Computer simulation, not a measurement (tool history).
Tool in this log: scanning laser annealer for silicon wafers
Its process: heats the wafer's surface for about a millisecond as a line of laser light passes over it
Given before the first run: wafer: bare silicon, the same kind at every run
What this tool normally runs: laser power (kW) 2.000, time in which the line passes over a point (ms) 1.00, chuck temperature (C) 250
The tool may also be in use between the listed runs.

run,day,laser power (kW),time in which the line passes over a point (ms),chuck temperature (C),highest temperature of the surface (C)
1,0.000,2.000,1.00,250,1043
2,0.979,2.000,1.11,250,1081
3,1.521,2.000,1.11,250,1081
4,2.508,2.000,1.11,250,1084
5,3.358,2.000,1.11,250,1080
6,3.883,2.000,0.73,250,929
7,4.596,2.000,0.73,250,927
8,5.104,2.000,0.73,250,927
9,5.954,2.000,1.00,250,1036
10,6.779,2.000,1.00,250,1038
11,7.608,2.000,1.00,250,1039
12,8.079,2.000,1.00,250,1037
13,8.871,2.000,1.00,274,1062
14,9.396,2.000,1.00,274,1059
15,9.804,2.000,1.00,250,1032
16,10.317,1.781,1.00,250,946
# day 10.662: window over the wafer cleaned
17,11.033,2.000,1.00,250,1023
18,11.888,2.000,0.74,250,916
19,12.608,2.000,0.74,250,908
20,13.367,2.000,0.74,250,913
21,14.300,2.137,1.24,250,1165
# day 14.529: window over the wafer cleaned, once more
22,15.246,1.730,1.00,267,977
23,15.875,1.730,1.00,267,981
24,16.279,1.986,1.24,250,1162
25,17.162,2.000,0.93,221,1014
26,17.692,2.000,0.93,221,1020
27,18.633,1.880,0.93,283,1030
28,19.350,2.059,1.00,257,1103
29,20.221,1.765,1.00,260,984
30,20.621,2.000,0.93,250,1044
31,21.271,2.083,1.00,228,1084
32,22.008,2.083,1.00,275,1132
33,22.796,1.729,0.82,250,889
34,23.425,1.856,0.77,287,955
35,24.396,1.856,0.77,287,953
36,25.367,2.000,0.80,289,1021
37,25.775,2.000,0.80,289,1022
38,26.638,2.000,1.15,250,1122
39,27.242,1.928,1.14,250,1087

Here are 4 independent what-if runs from the current tool condition. What would each one return?
A,27.808,1.928,1.04,250,?
B,27.808,1.928,0.83,217,?
C,27.808,1.876,0.78,260,?
D,27.808,1.851,1.14,250,?

run,highest temperature of the surface (C)
A,1049
B,933
C,933
D,1053
With the hidden condition removed and each run's random variation left untouched, the same runs would have given:
run,highest temperature of the surface (C)
A,1075
B,956
C,955
D,1079
